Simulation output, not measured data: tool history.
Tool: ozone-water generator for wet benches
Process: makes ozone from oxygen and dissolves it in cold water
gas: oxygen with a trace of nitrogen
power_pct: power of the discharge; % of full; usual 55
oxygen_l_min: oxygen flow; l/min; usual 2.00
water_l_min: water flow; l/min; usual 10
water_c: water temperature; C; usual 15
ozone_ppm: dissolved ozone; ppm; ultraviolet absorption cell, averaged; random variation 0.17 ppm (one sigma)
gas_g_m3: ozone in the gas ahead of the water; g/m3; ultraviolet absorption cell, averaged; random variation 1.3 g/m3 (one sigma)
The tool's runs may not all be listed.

{"run": 1, "hour": 0.0, "power_pct": 55, "oxygen_l_min": 2.0, "water_l_min": 10, "water_c": 15, "ozone_ppm": 21.7, "gas_g_m3": 228.9}
{"run": 2, "hour": 33.9, "power_pct": 55, "oxygen_l_min": 2.0, "water_l_min": 10, "water_c": 15, "ozone_ppm": 22.1, "gas_g_m3": 226.9}
{"run": 3, "hour": 70.8, "power_pct": 55, "oxygen_l_min": 2.0, "water_l_min": 10, "water_c": 15, "ozone_ppm": 21.7, "gas_g_m3": 229.0}
{"run": 4, "hour": 116.5, "power_pct": 55, "oxygen_l_min": 2.0, "water_l_min": 10, "water_c": 15, "ozone_ppm": 22.0, "gas_g_m3": 225.8}
{"run": 5, "hour": 180.3, "power_pct": 55, "oxygen_l_min": 2.0, "water_l_min": 10, "water_c": 15, "ozone_ppm": 21.9, "gas_g_m3": 227.9}
{"run": 6, "hour": 233.4, "power_pct": 55, "oxygen_l_min": 2.0, "water_l_min": 10, "water_c": 15, "ozone_ppm": 21.9, "gas_g_m3": 231.2}
{"run": 7, "hour": 292.5, "power_pct": 55, "oxygen_l_min": 2.0, "water_l_min": 10, "water_c": 15, "ozone_ppm": 22.2, "gas_g_m3": 227.9}
{"run": 8, "hour": 324.1, "power_pct": 55, "oxygen_l_min": 2.0, "water_l_min": 10, "water_c": 15, "ozone_ppm": 21.8, "gas_g_m3": 230.4}
{"run": 9, "hour": 351.5, "power_pct": 55, "oxygen_l_min": 2.0, "water_l_min": 10, "water_c": 15, "ozone_ppm": 22.0, "gas_g_m3": 230.0}
{"run": 10, "hour": 403.6, "power_pct": 55, "oxygen_l_min": 1.07, "water_l_min": 15, "water_c": 15, "ozone_ppm": 12.9, "gas_g_m3": 314.6}
{"run": 11, "hour": 440.4, "power_pct": 51, "oxygen_l_min": 2.02, "water_l_min": 11, "water_c": 12, "ozone_ppm": 19.6, "gas_g_m3": 214.6}
{"run": 12, "hour": 469.5, "power_pct": 42, "oxygen_l_min": 2.18, "water_l_min": 6, "water_c": 15, "ozone_ppm": 26.0, "gas_g_m3": 175.5}
{"hour": 502.2, "done": "contactor cleaned"}
{"run": 13, "hour": 505.7, "power_pct": 55, "oxygen_l_min": 2.0, "water_l_min": 15, "water_c": 15, "ozone_ppm": 15.5, "gas_g_m3": 228.9}
{"run": 14, "hour": 553.5, "power_pct": 55, "oxygen_l_min": 2.0, "water_l_min": 14, "water_c": 14, "ozone_ppm": 16.8, "gas_g_m3": 227.9}
{"run": 15, "hour": 586.7, "power_pct": 55, "oxygen_l_min": 2.0, "water_l_min": 14, "water_c": 14, "ozone_ppm": 16.4, "gas_g_m3": 229.3}
{"run": 16, "hour": 643.2, "power_pct": 55, "oxygen_l_min": 2.0, "water_l_min": 14, "water_c": 14, "ozone_ppm": 16.6, "gas_g_m3": 226.2}
{"run": 17, "hour": 690.5, "power_pct": 55, "oxygen_l_min": 2.0, "water_l_min": 14, "water_c": 10, "ozone_ppm": 17.2, "gas_g_m3": 227.3}

5 ways to go on from here, each from the tool as it stands after run 17. What would each give?
{"run": "A", "hour": 732.5, "power_pct": 55, "oxygen_l_min": 2.0, "water_l_min": 12, "water_c": 10, "ozone_ppm": "?", "gas_g_m3": "?"}
{"run": "B", "hour": 732.5, "power_pct": 55, "oxygen_l_min": 2.0, "water_l_min": 11, "water_c": 12, "ozone_ppm": "?", "gas_g_m3": "?"}
{"run": "C", "hour": 732.5, "power_pct": 55, "oxygen_l_min": 2.76, "water_l_min": 9, "water_c": 9, "ozone_ppm": "?", "gas_g_m3": "?"}
{"run": "D", "hour": 732.5, "power_pct": 69, "oxygen_l_min": 2.41, "water_l_min": 14, "water_c": 16, "ozone_ppm": "?", "gas_g_m3": "?"}
{"run": "E", "hour": 732.5, "power_pct": 55, "oxygen_l_min": 3.05, "water_l_min": 10, "water_c": 15, "ozone_ppm": "?", "gas_g_m3": "?"}

run=A ozone_ppm=19.8 gas_g_m3=227.9
run=B ozone_ppm=20.9 gas_g_m3=225.8
run=C ozone_ppm=26.8 gas_g_m3=192.7
run=D ozone_ppm=20.2 gas_g_m3=247.1
run=E ozone_ppm=22.9 gas_g_m3=182.6
Without the tool's hidden state the same runs would have given:
run=A ozone_ppm=19.8 gas_g_m3=230.3
run=B ozone_ppm=20.9 gas_g_m3=228.2
run=C ozone_ppm=26.8 gas_g_m3=194.8
run=D ozone_ppm=20.2 gas_g_m3=249.8
run=E ozone_ppm=22.9 gas_g_m3=184.6

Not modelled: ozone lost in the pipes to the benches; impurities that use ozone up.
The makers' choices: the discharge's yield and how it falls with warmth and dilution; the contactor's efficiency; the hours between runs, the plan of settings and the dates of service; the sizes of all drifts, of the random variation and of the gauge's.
